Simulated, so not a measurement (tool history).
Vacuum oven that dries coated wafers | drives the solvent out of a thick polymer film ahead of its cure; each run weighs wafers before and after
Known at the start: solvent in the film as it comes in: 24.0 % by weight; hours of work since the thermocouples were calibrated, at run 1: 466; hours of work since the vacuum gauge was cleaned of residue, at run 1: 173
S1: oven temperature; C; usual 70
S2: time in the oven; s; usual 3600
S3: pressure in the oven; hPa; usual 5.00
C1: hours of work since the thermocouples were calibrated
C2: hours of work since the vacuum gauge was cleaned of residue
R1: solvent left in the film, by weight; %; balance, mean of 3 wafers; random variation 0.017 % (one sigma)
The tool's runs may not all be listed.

run 1 hour=0.0 | S1=70 S2=3600 S3=5.00 | C1=466 C2=173 | R1=1.23
run 2 hour=105.0 | S1=70 S2=3600 S3=5.00 | C1=515 C2=223 | R1=1.25
run 3 hour=161.1 | S1=70 S2=6360 S3=5.00 | C1=541 C2=249 | R1=0.26
run 4 hour=236.6 | S1=83 S2=3600 S3=5.00 | C1=577 C2=284 | R1=0.12
run 5 hour=306.6 | S1=70 S2=3600 S3=4.98 | C1=609 C2=317 | R1=1.17
run 6 hour=419.2 | S1=70 S2=3600 S3=5.00 | C1=662 C2=370 | R1=1.16
run 7 hour=475.9 | S1=70 S2=3600 S3=5.00 | C1=689 C2=396 | R1=1.14
run 8 hour=523.2 | S1=70 S2=3600 S3=5.00 | C1=711 C2=418 | R1=1.16
-- hour=540.8 oven's thermocouples calibrated
run 9 hour=583.7 | S1=70 S2=3600 S3=5.00 | C1=20 C2=446 | R1=1.56
run 10 hour=635.0 | S1=84 S2=3600 S3=5.00 | C1=44 C2=470 | R1=0.09
run 11 hour=734.6 | S1=84 S2=3600 S3=5.00 | C1=91 C2=516 | R1=0.08
run 12 hour=828.6 | S1=70 S2=3600 S3=13.71 | C1=135 C2=560 | R1=1.73
run 13 hour=912.6 | S1=66 S2=3600 S3=4.58 | C1=174 C2=599 | R1=3.04
run 14 hour=1003.6 | S1=57 S2=3600 S3=10.71 | C1=217 C2=642 | R1=8.47
run 15 hour=1077.6 | S1=61 S2=3420 S3=6.90 | C1=251 C2=677 | R1=6.23
run 16 hour=1164.5 | S1=68 S2=4620 S3=6.90 | C1=292 C2=717 | R1=1.26
run 17 hour=1227.1 | S1=68 S2=4620 S3=6.90 | C1=321 C2=747 | R1=1.26
run 18 hour=1319.6 | S1=59 S2=3600 S3=6.90 | C1=364 C2=790 | R1=7.06
run 19 hour=1416.9 | S1=62 S2=5040 S3=6.90 | C1=410 C2=835 | R1=3.07
run 20 hour=1482.7 | S1=68 S2=2100 S3=5.00 | C1=441 C2=866 | R1=5.19
run 21 hour=1543.1 | S1=70 S2=3600 S3=4.24 | C1=469 C2=894 | R1=1.39
run 22 hour=1651.8 | S1=75 S2=4380 S3=5.00 | C1=520 C2=945 | R1=0.25
run 23 hour=1710.7 | S1=75 S2=4380 S3=5.00 | C1=547 C2=973 | R1=0.24

Forecast each of these 4 alternatives for the next run:
run A hour=1779.1 | S1=75 S2=2820 S3=4.04 | C1=579 C2=1005 | R1=?
run B hour=1779.1 | S1=60 S2=2100 S3=5.00 | C1=579 C2=1005 | R1=?
run C hour=1779.1 | S1=66 S2=4380 S3=5.00 | C1=579 C2=1005 | R1=?
run D hour=1779.1 | S1=75 S2=4380 S3=3.15 | C1=579 C2=1005 | R1=?

run=A R1=0.83
run=B R1=9.95
run=C R1=1.92
run=D R1=0.20
Without the tool's hidden state the same runs would have given:
run=A R1=0.88
run=B R1=10.15
run=C R1=2.02
run=D R1=0.18
